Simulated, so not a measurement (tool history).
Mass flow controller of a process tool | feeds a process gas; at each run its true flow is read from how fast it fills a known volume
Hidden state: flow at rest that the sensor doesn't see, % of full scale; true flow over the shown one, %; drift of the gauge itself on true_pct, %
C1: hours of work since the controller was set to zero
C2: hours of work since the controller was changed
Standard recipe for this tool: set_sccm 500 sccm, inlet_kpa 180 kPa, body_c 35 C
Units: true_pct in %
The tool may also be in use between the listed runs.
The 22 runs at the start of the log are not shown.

run 23 hour=4413.1 | set_sccm=198 inlet_kpa=166 body_c=33 | C1=493 C2=5343 | true_pct=101.39
run 24 hour=4538.7 | set_sccm=500 inlet_kpa=208 body_c=35 | C1=578 C2=5428 | true_pct=101.89
run 25 hour=4782.1 | set_sccm=500 inlet_kpa=208 body_c=35 | C1=743 C2=5593 | true_pct=101.92
run 26 hour=4953.0 | set_sccm=500 inlet_kpa=165 body_c=24 | C1=858 C2=5709 | true_pct=102.02
run 27 hour=5075.4 | set_sccm=500 inlet_kpa=165 body_c=24 | C1=941 C2=5791 | true_pct=102.19
run 28 hour=5318.2 | set_sccm=500 inlet_kpa=165 body_c=24 | C1=1106 C2=5956 | true_pct=102.18
run 29 hour=5445.2 | set_sccm=500 inlet_kpa=165 body_c=24 | C1=1192 C2=6042 | true_pct=102.39
run 30 hour=5640.1 | set_sccm=500 inlet_kpa=162 body_c=35 | C1=1324 C2=6174 | true_pct=102.09
run 31 hour=5898.2 | set_sccm=424 inlet_kpa=140 body_c=34 | C1=1499 C2=6349 | true_pct=101.97
run 32 hour=6135.4 | set_sccm=424 inlet_kpa=140 body_c=34 | C1=1659 C2=6509 | true_pct=102.26
run 33 hour=6254.2 | set_sccm=459 inlet_kpa=140 body_c=27 | C1=1740 C2=6590 | true_pct=102.47

Predict each of these 4 candidate next runs independently; none follows another, all start after run 33:
run A hour=6517.3 | set_sccm=500 inlet_kpa=180 body_c=40 | C1=1918 C2=6768 | true_pct=?
run B hour=6517.3 | set_sccm=174 inlet_kpa=195 body_c=22 | C1=1918 C2=6768 | true_pct=?
run C hour=6517.3 | set_sccm=112 inlet_kpa=161 body_c=27 | C1=1918 C2=6768 | true_pct=?
run D hour=6517.3 | set_sccm=459 inlet_kpa=252 body_c=27 | C1=1918 C2=6768 | true_pct=?

run=A true_pct=102.46
run=B true_pct=103.32
run=C true_pct=103.54
run=D true_pct=103.34
Stripped of hidden state, with their random variation kept, the same runs would have yielded:
run=A true_pct=98.79
run=B true_pct=98.94
run=C true_pct=98.57
run=D true_pct=99.64
